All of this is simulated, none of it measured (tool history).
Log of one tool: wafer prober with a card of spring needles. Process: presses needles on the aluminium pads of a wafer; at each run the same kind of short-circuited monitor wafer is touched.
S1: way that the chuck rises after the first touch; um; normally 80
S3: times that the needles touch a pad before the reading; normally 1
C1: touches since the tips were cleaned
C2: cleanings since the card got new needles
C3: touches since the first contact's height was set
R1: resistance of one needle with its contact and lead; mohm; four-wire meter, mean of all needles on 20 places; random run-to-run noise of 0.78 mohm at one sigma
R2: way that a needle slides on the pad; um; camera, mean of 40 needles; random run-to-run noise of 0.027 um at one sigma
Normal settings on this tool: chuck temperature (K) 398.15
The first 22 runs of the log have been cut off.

-- hour=151.7 height of the first contact set anew, once more
-- hour=152.3 tips cleaned on abrasive film
run 23 hour=158.1 | S1=76 chuck_temperature_(K)=384.15 S3=2 | C1=2245 C2=33 C3=2470 | R1=163.0 R2=18.86
-- hour=163.1 tips cleaned on abrasive film
run 24 hour=164.1 | S1=88 chuck_temperature_(K)=325.15 S3=2 | C1=373 C2=34 C3=4776 | R1=149.3 R2=21.84
run 25 hour=169.1 | S1=91 chuck_temperature_(K)=360.15 S3=2 | C1=2322 C2=34 C3=6725 | R1=155.6 R2=22.62
-- hour=173.7 tips cleaned on abrasive film
run 26 hour=177.8 | S1=92 chuck_temperature_(K)=354.15 S3=2 | C1=1626 C2=35 C3=10105 | R1=154.6 R2=22.85
run 27 hour=183.8 | S1=80 chuck_temperature_(K)=398.15 S3=3 | C1=3937 C2=35 C3=12416 | R1=163.7 R2=19.87
-- hour=184.3 tips cleaned on abrasive film
run 28 hour=193.5 | S1=97 chuck_temperature_(K)=306.15 S3=1 | C1=3604 C2=36 C3=16196 | R1=146.8 R2=24.13
-- hour=194.9 tips cleaned on abrasive film
run 29 hour=200.2 | S1=90 chuck_temperature_(K)=394.15 S3=2 | C1=2045 C2=37 C3=18754 | R1=160.6 R2=22.37
run 30 hour=204.7 | S1=86 chuck_temperature_(K)=378.15 S3=2 | C1=3821 C2=37 C3=20530 | R1=158.9 R2=21.34
-- hour=205.7 tips cleaned on abrasive film
run 31 hour=214.5 | S1=80 chuck_temperature_(K)=398.15 S3=2 | C1=3432 C2=38 C3=24295 | R1=163.9 R2=19.86
-- hour=216.3 tips cleaned on abrasive film
run 32 hour=222.9 | S1=80 chuck_temperature_(K)=398.15 S3=2 | C1=2560 C2=39 C3=27534 | R1=163.4 R2=19.85
-- hour=227.4 tips cleaned on abrasive film
run 33 hour=233.2 | S1=80 chuck_temperature_(K)=384.15 S3=1 | C1=2293 C2=40 C3=31547 | R1=163.0 R2=19.76

4 ways to go on from here, each from the tool as it stands after run 33. What would each give?
-- hour=238.2 tips cleaned on abrasive film
run A hour=240.0 | S1=61 chuck_temperature_(K)=384.15 S3=1 | C1=694 C2=41 C3=34134 | R1=? R2=?
-- hour=238.2 tips cleaned on abrasive film
run B hour=240.0 | S1=70 chuck_temperature_(K)=364.15 S3=1 | C1=694 C2=41 C3=34134 | R1=? R2=?
-- hour=238.2 tips cleaned on abrasive film
run C hour=240.0 | S1=80 chuck_temperature_(K)=384.15 S3=2 | C1=694 C2=41 C3=34134 | R1=? R2=?
-- hour=238.2 tips cleaned on abrasive film
run D hour=240.0 | S1=80 chuck_temperature_(K)=341.15 S3=2 | C1=694 C2=41 C3=34134 | R1=? R2=?

run=A R1=167.1 R2=15.02
run=B R1=161.7 R2=17.29
run=C R1=161.3 R2=19.70
run=D R1=153.3 R2=19.74
The same runs, with their run-to-run variation unchanged, on a tool lacking any hidden condition would have given:
run=A R1=162.6 R2=15.19
run=B R1=158.0 R2=17.46
run=C R1=159.3 R2=19.88
run=D R1=151.3 R2=19.91

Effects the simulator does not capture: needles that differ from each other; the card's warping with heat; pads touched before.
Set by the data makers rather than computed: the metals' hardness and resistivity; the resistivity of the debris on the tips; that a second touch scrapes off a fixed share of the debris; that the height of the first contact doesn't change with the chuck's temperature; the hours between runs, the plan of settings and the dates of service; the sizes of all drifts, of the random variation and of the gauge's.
